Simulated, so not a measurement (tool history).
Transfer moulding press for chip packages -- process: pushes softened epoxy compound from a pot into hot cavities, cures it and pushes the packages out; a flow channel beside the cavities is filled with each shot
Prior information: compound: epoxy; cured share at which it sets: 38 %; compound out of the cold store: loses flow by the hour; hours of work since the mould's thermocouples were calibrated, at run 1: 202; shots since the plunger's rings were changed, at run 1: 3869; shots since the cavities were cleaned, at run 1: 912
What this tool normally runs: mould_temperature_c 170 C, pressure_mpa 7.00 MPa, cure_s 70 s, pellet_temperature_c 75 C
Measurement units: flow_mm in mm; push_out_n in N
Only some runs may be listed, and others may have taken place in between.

run,hour,mould_temperature_c,pressure_mpa,cure_s,pellet_temperature_c,hours of work since the mould's thermocouples were calibrated,shots since the plunger's rings were changed,shots since the cavities were cleaned,incoming compound's hours out of the cold store,flow_mm,push_out_n
1,0.0,170,7.00,70,75,202,3869,912,29.4,737,1463
2,5.5,170,7.00,70,75,207,3970,1013,28.3,754,1517
# hour 8.9: cavities cleaned with cleaning compound and waxed
3,13.1,170,7.00,70,75,211,4083,78,21.8,777,933
4,24.8,170,7.00,70,75,220,4298,293,10.2,773,1191
5,31.5,170,7.00,70,75,225,4422,417,30.4,733,1224
6,38.3,170,7.00,70,75,230,4547,542,36.3,726,1261
7,50.4,170,7.00,70,75,239,4770,765,46.7,703,1363
8,62.6,170,7.00,70,75,248,4994,989,34.5,722,1497
# hour 66.9: cavities cleaned with cleaning compound and waxed
9,75.4,170,7.00,70,75,257,5203,156,42.7,702,974
10,85.4,170,7.00,70,75,264,5387,340,25.2,740,1205
11,93.9,170,7.00,70,75,271,5544,497,25.7,738,1290
12,104.1,174,5.52,70,75,279,5732,685,36.3,626,1019
13,116.4,169,5.52,70,67,288,5959,912,42.7,620,1572
# hour 125.2: cavities cleaned with cleaning compound and waxed
14,125.6,170,5.86,102,75,294,6102,7,11.8,684,450
15,136.1,170,5.86,102,75,302,6296,201,31.8,648,556
16,148.3,176,6.16,70,75,311,6521,426,23.0,662,845
17,157.4,172,6.16,84,75,318,6688,593,34.1,645,803
# hour 164.0: plunger's sealing rings changed
18,165.9,171,8.02,84,75,322,36,704,17.5,892,903
19,177.9,170,7.00,56,75,331,256,924,45.4,768,2493
# hour 186.2: cavities cleaned with cleaning compound and waxed
20,186.7,170,6.94,67,75,337,392,10,34.9,794,923
21,193.9,174,7.00,63,75,342,525,143,20.3,802,981

Measured less the same run without the tool's hidden state. The same run-to-run variation is in both; the gauge's scatter may not be:
The tool's hidden condition here consists of: true mould temperature over the reading, C; pressure that reaches the compound, % of what is set; grip of the stained cavities, % over clean ones'; drift of the gauge itself on flow_mm, %; drift of the gauge itself on push_out_n, %.
run,flow_mm,push_out_n
1,-58,+654
2,-62,+692
3,-65,+108
4,-68,+352
5,-67,+425
6,-69,+485
7,-70,+583
8,-76,+673
9,-78,+196
10,-85,+383
11,-89,+483
12,-78,+428
13,-81,+693
14,-92,+6
15,-90,+134
16,-96,+292
17,-96,+317
18,-3,+375
19,-6,+1107
20,-8,+1
21,-10,+160
